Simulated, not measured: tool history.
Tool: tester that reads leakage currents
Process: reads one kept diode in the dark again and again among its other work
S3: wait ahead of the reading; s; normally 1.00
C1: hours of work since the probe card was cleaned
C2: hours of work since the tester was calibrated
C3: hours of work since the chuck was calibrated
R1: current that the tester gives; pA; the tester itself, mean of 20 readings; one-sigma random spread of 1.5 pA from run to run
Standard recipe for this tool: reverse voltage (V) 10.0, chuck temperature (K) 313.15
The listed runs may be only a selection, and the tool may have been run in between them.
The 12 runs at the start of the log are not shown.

{"run": 13, "day": 72.508, "reverse voltage (V)": 10.0, "chuck temperature (K)": 313.15, "S3": 1.0, "C1": 1937, "C2": 702, "C3": 432, "R1": 497.9}
{"run": 14, "day": 79.05, "reverse voltage (V)": 10.0, "chuck temperature (K)": 313.15, "S3": 1.0, "C1": 2020, "C2": 785, "C3": 514, "R1": 499.67}
{"run": 15, "day": 83.271, "reverse voltage (V)": 10.0, "chuck temperature (K)": 313.15, "S3": 1.0, "C1": 2073, "C2": 838, "C3": 568, "R1": 500.7}
{"run": 16, "day": 86.679, "reverse voltage (V)": 10.0, "chuck temperature (K)": 313.15, "S3": 1.0, "C1": 2116, "C2": 881, "C3": 611, "R1": 501.65}
{"run": 17, "day": 94.446, "reverse voltage (V)": 10.0, "chuck temperature (K)": 313.15, "S3": 1.0, "C1": 2215, "C2": 980, "C3": 709, "R1": 502.35}
{"run": 18, "day": 98.096, "reverse voltage (V)": 10.0, "chuck temperature (K)": 313.15, "S3": 1.0, "C1": 2261, "C2": 1026, "C3": 755, "R1": 503.33}
{"run": 19, "day": 102.588, "reverse voltage (V)": 10.0, "chuck temperature (K)": 313.15, "S3": 1.0, "C1": 2318, "C2": 1083, "C3": 812, "R1": 507.3}
{"run": 20, "day": 110.271, "reverse voltage (V)": 19.4, "chuck temperature (K)": 308.15, "S3": 0.47, "C1": 2415, "C2": 1180, "C3": 909, "R1": 455.96}
{"run": 21, "day": 114.892, "reverse voltage (V)": 19.4, "chuck temperature (K)": 308.15, "S3": 0.47, "C1": 2473, "C2": 1238, "C3": 968, "R1": 458.93}
{"run": 22, "day": 119.454, "reverse voltage (V)": 2.1, "chuck temperature (K)": 318.15, "S3": 0.4, "C1": 2531, "C2": 1296, "C3": 1025, "R1": 395.89}
{"run": 23, "day": 125.404, "reverse voltage (V)": 3.4, "chuck temperature (K)": 318.15, "S3": 0.4, "C1": 2606, "C2": 1371, "C3": 1101, "R1": 482.84}
{"run": 24, "day": 129.346, "reverse voltage (V)": 14.3, "chuck temperature (K)": 333.15, "S3": 5.99, "C1": 2656, "C2": 1421, "C3": 1151, "R1": 2605.97}
{"day": 129.946, "done": "probe card cleaned and baked"}
{"run": 25, "day": 134.904, "reverse voltage (V)": 14.3, "chuck temperature (K)": 333.15, "S3": 5.99, "C1": 63, "C2": 1490, "C3": 1219, "R1": 2609.35}
{"run": 26, "day": 139.679, "reverse voltage (V)": 3.5, "chuck temperature (K)": 330.15, "S3": 1.1, "C1": 123, "C2": 1550, "C3": 1280, "R1": 1188.46}
{"run": 27, "day": 145.388, "reverse voltage (V)": 3.5, "chuck temperature (K)": 316.15, "S3": 1.1, "C1": 195, "C2": 1622, "C3": 1352, "R1": 424.02}
{"run": 28, "day": 152.188, "reverse voltage (V)": 3.5, "chuck temperature (K)": 316.15, "S3": 1.1, "C1": 281, "C2": 1709, "C3": 1438, "R1": 423.25}
{"run": 29, "day": 156.938, "reverse voltage (V)": 2.3, "chuck temperature (K)": 301.15, "S3": 1.33, "C1": 341, "C2": 1769, "C3": 1498, "R1": 107.01}
{"run": 30, "day": 162.812, "reverse voltage (V)": 15.8, "chuck temperature (K)": 305.15, "S3": 8.42, "C1": 416, "C2": 1843, "C3": 1572, "R1": 337.53}
{"day": 167.971, "done": "probe card cleaned and baked, once more"}
{"run": 31, "day": 170.367, "reverse voltage (V)": 15.8, "chuck temperature (K)": 305.15, "S3": 8.42, "C1": 30, "C2": 1937, "C3": 1666, "R1": 326.85}
{"run": 32, "day": 173.612, "reverse voltage (V)": 1.2, "chuck temperature (K)": 304.15, "S3": 2.59, "C1": 71, "C2": 1978, "C3": 1707, "R1": 104.82}
{"run": 33, "day": 179.917, "reverse voltage (V)": 3.7, "chuck temperature (K)": 324.15, "S3": 0.69, "C1": 151, "C2": 2058, "C3": 1787, "R1": 798.61}

Run 34 has not been measured yet. What should we expect?
{"day": 182.338, "done": "chuck's temperature calibrated"}
{"run": 34, "day": 183.658, "reverse voltage (V)": 3.7, "chuck temperature (K)": 324.15, "S3": 0.69, "C1": 197, "C2": 2104, "C3": 17, "R1": "?"}

R1: 757.19 pA
With the hidden condition absent and the run-to-run variation left alone, this run would have shown R1 752.22 pA.

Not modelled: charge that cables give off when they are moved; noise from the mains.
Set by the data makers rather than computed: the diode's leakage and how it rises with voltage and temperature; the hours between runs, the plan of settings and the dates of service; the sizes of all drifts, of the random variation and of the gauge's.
